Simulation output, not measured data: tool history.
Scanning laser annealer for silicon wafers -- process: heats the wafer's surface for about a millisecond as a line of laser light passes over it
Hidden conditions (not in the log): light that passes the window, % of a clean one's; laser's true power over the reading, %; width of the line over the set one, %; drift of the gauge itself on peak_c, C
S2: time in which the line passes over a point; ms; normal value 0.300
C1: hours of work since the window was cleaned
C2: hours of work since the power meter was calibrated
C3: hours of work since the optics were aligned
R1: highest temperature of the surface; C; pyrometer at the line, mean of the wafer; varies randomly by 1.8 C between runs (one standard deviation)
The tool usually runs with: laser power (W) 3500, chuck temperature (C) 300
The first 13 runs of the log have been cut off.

run 14 day=5.142 | laser_power_(W)=3500 S2=0.300 chuck_temperature_(C)=331 | C1=120 C2=457 C3=828 | R1=1074
run 15 day=5.612 | laser_power_(W)=3500 S2=0.300 chuck_temperature_(C)=331 | C1=128 C2=466 C3=836 | R1=1077
run 16 day=6.029 | laser_power_(W)=3500 S2=0.231 chuck_temperature_(C)=300 | C1=136 C2=473 C3=844 | R1=950
run 17 day=6.521 | laser_power_(W)=3500 S2=0.224 chuck_temperature_(C)=300 | C1=145 C2=483 C3=853 | R1=934
run 18 day=6.938 | laser_power_(W)=3500 S2=0.224 chuck_temperature_(C)=300 | C1=153 C2=490 C3=861 | R1=938
run 19 day=7.442 | laser_power_(W)=3500 S2=0.224 chuck_temperature_(C)=300 | C1=163 C2=500 C3=870 | R1=936
run 20 day=7.929 | laser_power_(W)=3500 S2=0.313 chuck_temperature_(C)=300 | C1=172 C2=509 C3=880 | R1=1058
run 21 day=8.283 | laser_power_(W)=3689 S2=0.313 chuck_temperature_(C)=295 | C1=178 C2=515 C3=886 | R1=1093
run 22 day=8.725 | laser_power_(W)=3689 S2=0.315 chuck_temperature_(C)=272 | C1=186 C2=524 C3=894 | R1=1074
run 23 day=8.962 | laser_power_(W)=3500 S2=0.365 chuck_temperature_(C)=273 | C1=191 C2=528 C3=899 | R1=1089
run 24 day=9.200 | laser_power_(W)=3782 S2=0.300 chuck_temperature_(C)=310 | C1=195 C2=532 C3=903 | R1=1110
run 25 day=9.633 | laser_power_(W)=3248 S2=0.300 chuck_temperature_(C)=310 | C1=203 C2=541 C3=911 | R1=991
run 26 day=10.121 | laser_power_(W)=3248 S2=0.300 chuck_temperature_(C)=310 | C1=212 C2=550 C3=920 | R1=990
run 27 day=10.429 | laser_power_(W)=3689 S2=0.259 chuck_temperature_(C)=327 | C1=218 C2=555 C3=926 | R1=1044
run 28 day=10.733 | laser_power_(W)=3689 S2=0.322 chuck_temperature_(C)=292 | C1=224 C2=561 C3=932 | R1=1096
-- day=10.846 window over the wafer cleaned
run 29 day=11.229 | laser_power_(W)=2997 S2=0.300 chuck_temperature_(C)=300 | C1=7 C2=569 C3=940 | R1=915

Estimate the outcome of run 30 from the log above:
run 30 day=11.467 | laser_power_(W)=3500 S2=0.300 chuck_temperature_(C)=313 | C1=12 C2=573 C3=944 | R1=?

Run 30 yielded R1 1046 C.
Without the tool's hidden state the same run would have given R1 1075 C.

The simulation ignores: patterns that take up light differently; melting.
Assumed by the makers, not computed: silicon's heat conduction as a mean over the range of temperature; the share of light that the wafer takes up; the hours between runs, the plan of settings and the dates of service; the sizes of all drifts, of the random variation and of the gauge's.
